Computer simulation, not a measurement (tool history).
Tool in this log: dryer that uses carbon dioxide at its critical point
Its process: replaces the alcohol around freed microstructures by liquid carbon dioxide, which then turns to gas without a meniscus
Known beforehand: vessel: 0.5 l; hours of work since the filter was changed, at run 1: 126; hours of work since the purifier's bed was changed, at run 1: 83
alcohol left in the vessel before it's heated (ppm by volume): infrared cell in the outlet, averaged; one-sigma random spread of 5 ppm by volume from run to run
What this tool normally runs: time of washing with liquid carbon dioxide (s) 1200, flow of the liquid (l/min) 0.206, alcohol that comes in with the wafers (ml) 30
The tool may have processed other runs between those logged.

run   hour  time of washing with liquid carbon dioxide (s)  flow of the liquid (l/min)  alcohol that comes in with the wafers (ml)  hours of work since the filter was changed  hours of work since the purifier's bed was changed  alcohol left in the vessel before it's heated (ppm by volume)
  1      0                                            1200                       0.206                                          30                                         126                                                  83                                                             79
  2    8.2                                            1200                       0.162                                          30                                         129                                                  86                                                            212
  3   13.7                                            1200                       0.206                                          28                                         131                                                  88                                                             76
  4   22.9                                            1320                       0.206                                          30                                         134                                                  91                                                             58
  5   31.4                                            1200                       0.206                                          30                                         137                                                  94                                                             82
  6   39.4                                            1200                       0.206                                          30                                         140                                                  97                                                             80
  7   46.4                                            1200                       0.206                                          30                                         142                                                  99                                                             80
  8   52.9                                            1200                       0.206                                          30                                         144                                                 101                                                             75
  9   57.9                                            1080                       0.206                                          30                                         146                                                 103                                                            118
 10   63.7                                            1080                       0.206                                          30                                         148                                                 105                                                            115
 11   72.3                                            1080                       0.206                                          30                                         151                                                 108                                                            124
 12   76.7                                            1080                       0.206                                          30                                         152                                                 109                                                            127
 13   82.1                                            1080                       0.206                                          30                                         154                                                 111                                                            125
 14   87.2                                            1560                       0.206                                          66                                         156                                                 113                                                             54
 15   92.4                                             900                       0.216                                          66                                         158                                                 115                                                            424
 16   97.9                                             900                       0.216                                          66                                         160                                                 117                                                            433
 17    103                                             900                       0.216                                          66                                         162                                                 118                                                            414
 18  110.9                                             900                       0.216                                          66                                         164                                                 121                                                            415
 19  120.2                                            1560                       0.311                                          66                                         167                                                 124                                                             54
 20  129.9                                            1620                       0.206                                         109                                         171                                                 128                                                             62

3 ways to go on from here, each from the tool as it stands after run 20. What would each give?
  A  135.8                                            1200                       0.174                                          30                                         173                                                 130                                                              ?
  B  135.8                                            1020                       0.206                                          30                                         173                                                 130                                                              ?
  C  135.8                                             960                       0.206                                          30                                         173                                                 130                                                              ?

run  alcohol left in the vessel before it's heated (ppm by volume)
  A                                                            165
  B                                                            169
  C                                                            209
Stripped of hidden state, with their random variation kept, the same runs would have yielded:
run  alcohol left in the vessel before it's heated (ppm by volume)
  A                                                             92
  B                                                             96
  C                                                            130
